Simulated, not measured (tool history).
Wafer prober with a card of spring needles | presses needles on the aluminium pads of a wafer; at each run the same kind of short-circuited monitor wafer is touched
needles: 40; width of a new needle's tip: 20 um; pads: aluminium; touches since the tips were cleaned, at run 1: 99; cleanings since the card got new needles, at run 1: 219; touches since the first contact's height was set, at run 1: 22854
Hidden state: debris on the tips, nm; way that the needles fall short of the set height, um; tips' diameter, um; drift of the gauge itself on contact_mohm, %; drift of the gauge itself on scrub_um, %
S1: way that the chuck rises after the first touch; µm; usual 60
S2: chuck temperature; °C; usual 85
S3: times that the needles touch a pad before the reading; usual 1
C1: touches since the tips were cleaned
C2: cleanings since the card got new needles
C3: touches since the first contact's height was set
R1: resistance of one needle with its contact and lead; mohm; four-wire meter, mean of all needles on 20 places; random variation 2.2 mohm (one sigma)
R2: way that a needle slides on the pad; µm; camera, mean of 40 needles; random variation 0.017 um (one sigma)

Run 1, day 0.000: usual settings; C1 99; C2 219; C3 22854. Result: R1 383 mohm, R2 12.12 µm.
At day 0.612: tips cleaned on abrasive film.
At day 1.229: tips cleaned on abrasive film.
At day 1.996: tips cleaned on abrasive film.
Run 2, day 2.554: usual settings; C1 5983; C2 222; C3 49971. Result: R1 1264 mohm, R2 12.08 µm.
At day 2.712: tips cleaned on abrasive film.
At day 3.479: tips cleaned on abrasive film.
At day 4.246: tips cleaned on abrasive film.
At day 5.012: tips cleaned on abrasive film.
At day 5.779: tips cleaned on abrasive film.
At day 6.546: tips cleaned on abrasive film.
Run 3, day 6.779: usual settings; C1 2490; C2 228; C3 94719. Result: R1 919 mohm, R2 12.00 µm.
At day 7.242: tips cleaned on abrasive film.
At day 8.008: tips cleaned on abrasive film.
Run 4, day 8.500: usual settings; C1 5246; C2 230; C3 112969. Result: R1 1213 mohm, R2 12.01 µm.
At day 8.654: tips cleaned on abrasive film.
At day 9.125: height of the first contact set anew.
At day 9.433: tips cleaned on abrasive film.
At day 10.200: tips cleaned on abrasive film.
At day 10.967: tips cleaned on abrasive film.
At day 11.733: tips cleaned on abrasive film.
At day 12.500: tips cleaned on abrasive film.
Run 5, day 12.796: usual settings but S2 110 °C; C1 3136; C2 236; C3 38894. Result: R1 1033 mohm, R2 12.09 µm.
At day 13.258: tips cleaned on abrasive film.
At day 13.871: tips cleaned on abrasive film.
At day 14.638: tips cleaned on abrasive film.
Run 6, day 15.071: usual settings but S2 110 °C; C1 4623; C2 239; C3 63021. Result: R1 1220 mohm, R2 12.06 µm.
At day 15.379: tips cleaned on abrasive film.
At day 16.146: tips cleaned on abrasive film.
At day 16.912: tips cleaned on abrasive film.
At day 17.525: tips cleaned on abrasive film.
Run 7, day 17.879: usual settings but S2 110 °C; C1 3744; C2 243; C3 92771. Result: R1 1056 mohm, R2 12.01 µm.
At day 18.188: tips cleaned on abrasive film.
At day 18.954: tips cleaned on abrasive film.
At day 19.721: tips cleaned on abrasive film.
At day 20.333: tips cleaned on abrasive film.
At day 20.346: height of the first contact set anew.
At day 21.112: tips cleaned on abrasive film.
At day 21.725: tips cleaned on abrasive film.
Run 8, day 22.083: usual settings but S1 57 µm; C1 3786; C2 249; C3 18414. Result: R1 1154 mohm, R2 11.56 µm.
At day 22.392: tips cleaned on abrasive film.
At day 23.158: tips cleaned on abrasive film.
At day 23.771: tips cleaned on abrasive film.
At day 24.538: tips cleaned on abrasive film.
At day 25.304: tips cleaned on abrasive film.
At day 26.071: tips cleaned on abrasive film.
Run 9, day 26.300: usual settings but S1 57 µm; C1 2460; C2 255; C3 63132. Result: R1 1033 mohm, R2 11.46 µm.
At day 26.762: tips cleaned on abrasive film.
At day 27.379: tips cleaned on abrasive film.
At day 27.992: tips cleaned on abrasive film.
At day 28.758: tips cleaned on abrasive film.
At day 29.525: tips cleaned on abrasive film.
Run 10, day 29.762: usual settings but S1 76 µm; C1 2539; C2 260; C3 99802. Result: R1 618 mohm, R2 15.26 µm.
At day 30.225: tips cleaned on abrasive film.
At day 30.838: tips cleaned on abrasive film.
At day 31.525: tips cleaned on abrasive film.
At day 31.538: height of the first contact set anew.
Run 11, day 31.538: usual settings but S1 76 µm; C1 0; C2 263; C3 0. Result: R1 313 mohm, R2 15.40 µm.
At day 32.150: tips cleaned on abrasive film.
At day 32.762: tips cleaned on abrasive film.
At day 33.529: tips cleaned on abrasive film.
At day 34.296: tips cleaned on abrasive film.
At day 35.062: tips cleaned on abrasive film.
Run 12, day 35.592: usual settings but S2 91 °C; C1 5624; C2 268; C3 43008. Result: R1 1407 mohm, R2 12.12 µm.
At day 35.746: tips cleaned on abrasive film.
At day 36.512: tips cleaned on abrasive film.
At day 37.279: tips cleaned on abrasive film.
At day 38.046: tips cleaned on abrasive film.
Run 13, day 38.254: usual settings but S2 91 °C; C1 2227; C2 272; C3 71243. Result: R1 879 mohm, R2 12.03 µm.
At day 38.717: tips cleaned on abrasive film.
At day 39.483: tips cleaned on abrasive film.
At day 40.250: tips cleaned on abrasive film.
At day 41.017: tips cleaned on abrasive film.
At day 41.783: tips cleaned on abrasive film.
At day 42.396: tips cleaned on abrasive film.
Run 14, day 42.500: usual settings but S2 91 °C; C1 1107; C2 278; C3 116235. Result: R1 682 mohm, R2 11.95 µm.
At day 42.821: height of the first contact set anew.
At day 43.129: tips cleaned on abrasive film.
At day 43.742: tips cleaned on abrasive film.
At day 44.508: tips cleaned on abrasive film.
At day 45.121: tips cleaned on abrasive film.
At day 45.888: tips cleaned on abrasive film.
At day 46.654: tips cleaned on abrasive film.
Run 15, day 46.729: usual settings but S1 47 µm, S2 52 °C; C1 804; C2 284; C3 41437. Result: R1 825 mohm, R2 9.47 µm.
At day 47.346: tips cleaned on abrasive film.
At day 48.112: tips cleaned on abrasive film.
At day 48.879: tips cleaned on abrasive film.
Run 16, day 49.171: usual settings but S1 47 µm, S2 35 °C; C1 3128; C2 287; C3 67321. Result: R1 1851 mohm, R2 9.42 µm.
At day 49.633: tips cleaned on abrasive film.
At day 50.400: tips cleaned on abrasive film.
At day 51.012: tips cleaned on abrasive film.
Run 17, day 51.458: usual settings but S1 58 µm, S2 34 °C, S3 2; C1 4726; C2 290; C3 91552. Result: R1 997 mohm, R2 11.62 µm.

The next listed run, before its measurement:
At day 51.767: tips cleaned on abrasive film.
At day 52.533: tips cleaned on abrasive film.
At day 53.146: tips cleaned on abrasive film.
At day 53.912: tips cleaned on abrasive film.
At day 54.079: height of the first contact set anew.
At day 54.538: tips cleaned on abrasive film.
At day 55.242: tips cleaned on abrasive film.
Run 18, day 55.242: usual settings but S1 58 µm, S2 34 °C; C1 0; C2 296; C3 12320. Result: R1 ?, R2 ?.

Run 18 gave R1 389 mohm, R2 11.72 µm.
Without the tool's hidden state the same run would have given R1 229 mohm, R2 11.74 µm.

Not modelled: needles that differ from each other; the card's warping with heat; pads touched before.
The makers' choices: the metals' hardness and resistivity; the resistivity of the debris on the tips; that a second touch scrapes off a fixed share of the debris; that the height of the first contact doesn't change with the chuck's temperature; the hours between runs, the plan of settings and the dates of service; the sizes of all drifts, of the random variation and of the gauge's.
